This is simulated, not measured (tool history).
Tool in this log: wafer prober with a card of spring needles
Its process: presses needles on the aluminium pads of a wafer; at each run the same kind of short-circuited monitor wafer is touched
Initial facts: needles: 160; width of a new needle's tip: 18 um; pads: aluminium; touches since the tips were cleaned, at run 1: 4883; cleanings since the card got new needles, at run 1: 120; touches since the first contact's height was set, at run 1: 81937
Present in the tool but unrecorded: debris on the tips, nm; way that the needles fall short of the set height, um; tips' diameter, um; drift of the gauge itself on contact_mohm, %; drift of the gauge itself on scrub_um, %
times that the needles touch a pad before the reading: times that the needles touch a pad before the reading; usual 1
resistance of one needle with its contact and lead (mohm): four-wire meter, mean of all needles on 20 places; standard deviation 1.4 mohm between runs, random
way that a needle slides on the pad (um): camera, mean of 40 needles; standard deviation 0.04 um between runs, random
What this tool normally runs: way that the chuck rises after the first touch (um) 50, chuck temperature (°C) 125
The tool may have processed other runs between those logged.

| run | hour | way that the chuck rises after the first touch (um) | chuck temperature (°C) | times that the needles touch a pad before the reading | touches since the tips were cleaned | cleanings since the card got new needles | touches since the first contact's height was set | resistance of one needle with its contact and lead (mohm) | way that a needle slides on the pad (um) |
|---|---|---|---|---|---|---|---|---|---|
| 1 | 0 | 50 | 125 | 1 | 4883 | 120 | 81937 | 259 | 7.98 |
|  | 4.4 | tips cleaned on abrasive film |
|  | 24.3 | tips cleaned on abrasive film |
|  | 46.1 | tips cleaned on abrasive film |
|  | 63.6 | tips cleaned on abrasive film |
| 2 | 73.8 | 50 | 125 | 1 | 3338 | 124 | 106040 | 268 | 7.86 |
|  | 82.5 | tips cleaned on abrasive film |
|  | 103.3 | tips cleaned on abrasive film |
|  | 123.6 | tips cleaned on abrasive film |
| 3 | 136.4 | 50 | 67 | 1 | 4203 | 127 | 126512 | 306 | 7.83 |
|  | 145.1 | tips cleaned on abrasive film |
|  | 166.3 | tips cleaned on abrasive film |
| 4 | 178.4 | 50 | 125 | 1 | 3989 | 129 | 140260 | 286 | 7.74 |
|  | 187.2 | tips cleaned on abrasive film |
|  | 207.8 | tips cleaned on abrasive film |
| 5 | 217.3 | 50 | 125 | 1 | 3113 | 131 | 152969 | 261 | 7.72 |
|  | 228.5 | tips cleaned on abrasive film |
|  | 249.9 | tips cleaned on abrasive film |
| 6 | 254.1 | 50 | 125 | 1 | 1389 | 133 | 164996 | 202 | 7.71 |
|  | 271.6 | tips cleaned on abrasive film |
|  | 289 | tips cleaned on abrasive film |
|  | 289.3 | height of the first contact set anew |
|  | 293.4 | tips cleaned on abrasive film, once more |
|  | 314 | tips cleaned on abrasive film |
| 7 | 326.9 | 50 | 125 | 1 | 4251 | 137 | 12276 | 272 | 8.09 |
|  | 334.9 | tips cleaned on abrasive film |
|  | 354.9 | tips cleaned on abrasive film |
|  | 376.5 | tips cleaned on abrasive film |
|  | 394.4 | tips cleaned on abrasive film |
| 8 | 394.4 | 50 | 125 | 1 | 0 | 141 | 34333 | 146 | 8.01 |
|  | 414.6 | tips cleaned on abrasive film |
|  | 435.4 | tips cleaned on abrasive film |
| 9 | 443.5 | 50 | 125 | 1 | 2663 | 143 | 50374 | 264 | 8.06 |
|  | 456.6 | tips cleaned on abrasive film |
|  | 474.1 | tips cleaned on abrasive film |
|  | 494.6 | tips cleaned on abrasive film |
| 10 | 502.5 | 50 | 125 | 1 | 2609 | 146 | 69672 | 246 | 7.94 |
|  | 515.1 | tips cleaned on abrasive film |
|  | 536.1 | tips cleaned on abrasive film |
| 11 | 539.7 | 50 | 125 | 2 | 1198 | 148 | 81832 | 172 | 7.83 |
|  | 556.4 | tips cleaned on abrasive film |
|  | 577.2 | tips cleaned on abrasive film |
| 12 | 582.9 | 50 | 125 | 2 | 1871 | 150 | 95941 | 185 | 7.9 |
|  | 598.3 | tips cleaned on abrasive film |
|  | 619 | tips cleaned on abrasive film |
| 13 | 621.8 | 50 | 125 | 1 | 923 | 152 | 108664 | 204 | 7.82 |
|  | 639.1 | tips cleaned on abrasive film |
|  | 659.4 | tips cleaned on abrasive film |
|  | 680.2 | tips cleaned on abrasive film |
| 14 | 685.5 | 50 | 125 | 1 | 1725 | 155 | 129490 | 240 | 7.76 |
|  | 701.3 | tips cleaned on abrasive film |
|  | 720.7 | tips cleaned on abrasive film |
| 15 | 734 | 50 | 125 | 1 | 4357 | 157 | 145365 | 307 | 7.71 |
|  | 741.8 | tips cleaned on abrasive film |
|  | 763.5 | tips cleaned on abrasive film |
| 16 | 779.5 | 35 | 88 | 1 | 5249 | 159 | 160261 | 523 | 5.21 |
|  | 783 | tips cleaned on abrasive film |
|  | 804.5 | tips cleaned on abrasive film |
|  | 824.9 | tips cleaned on abrasive film |
| 17 | 825.6 | 59 | 88 | 1 | 243 | 162 | 175299 | 151 | 9.19 |
|  | 830.2 | height of the first contact set anew |
|  | 843.4 | tips cleaned on abrasive film |
|  | 863.1 | tips cleaned on abrasive film |
|  | 882.9 | tips cleaned on abrasive film |
| 18 | 887.8 | 59 | 88 | 1 | 1620 | 165 | 18816 | 194 | 9.57 |
|  | 904.1 | tips cleaned on abrasive film |
|  | 924 | tips cleaned on abrasive film |
|  | 944 | tips cleaned on abrasive film |
| 19 | 959.9 | 32 | 42 | 2 | 5233 | 168 | 42414 | 402 | 5.07 |
|  | 964.4 | tips cleaned on abrasive film |
|  | 985.6 | tips cleaned on abrasive film |
|  | 1005.7 | tips cleaned on abrasive film |
|  | 1026.5 | tips cleaned on abrasive film |
| 20 | 1029.1 | 32 | 42 | 2 | 857 | 172 | 65022 | 226 | 5.06 |
|  | 1044.2 | tips cleaned on abrasive film |
|  | 1061.7 | tips cleaned on abrasive film |
|  | 1079.1 | tips cleaned on abrasive film |
| 21 | 1083 | 61 | 33 | 1 | 1282 | 175 | 82632 | 174 | 9.75 |
|  | 1100 | tips cleaned on abrasive film |
|  | 1119.2 | tips cleaned on abrasive film |
| 22 | 1119.2 | 62 | 33 | 1 | 0 | 177 | 94453 | 126 | 9.86 |
|  | 1140.5 | tips cleaned on abrasive film |
|  | 1161.7 | tips cleaned on abrasive film |
|  | 1179.2 | tips cleaned on abrasive film |
| 23 | 1188.8 | 39 | 104 | 1 | 3155 | 180 | 117212 | 409 | 5.99 |
|  | 1197.6 | tips cleaned on abrasive film |
|  | 1218.9 | tips cleaned on abrasive film |
| 24 | 1229.3 | 50 | 125 | 3 | 3398 | 182 | 130448 | 191 | 7.89 |
|  | 1238.1 | tips cleaned on abrasive film |
|  | 1258.6 | tips cleaned on abrasive film |
|  | 1278.6 | tips cleaned on abrasive film |
| 25 | 1291.7 | 37 | 125 | 1 | 4320 | 185 | 150867 | 492 | 5.67 |

Estimate the outcome of run 26 from the log above:
|  | 1298.9 | tips cleaned on abrasive film |
|  | 1316.4 | tips cleaned on abrasive film |
| 26 | 1333.4 | 65 | 53 | 3 | 5583 | 187 | 164487 | ? | ? |

resistance of one needle with its contact and lead (mohm): 165
way that a needle slides on the pad (um): 10.15
On a tool with no hidden condition, and with the same random variation, this run would have come out at resistance of one needle with its contact and lead (mohm) 111, way that a needle slides on the pad (um) 10.57.
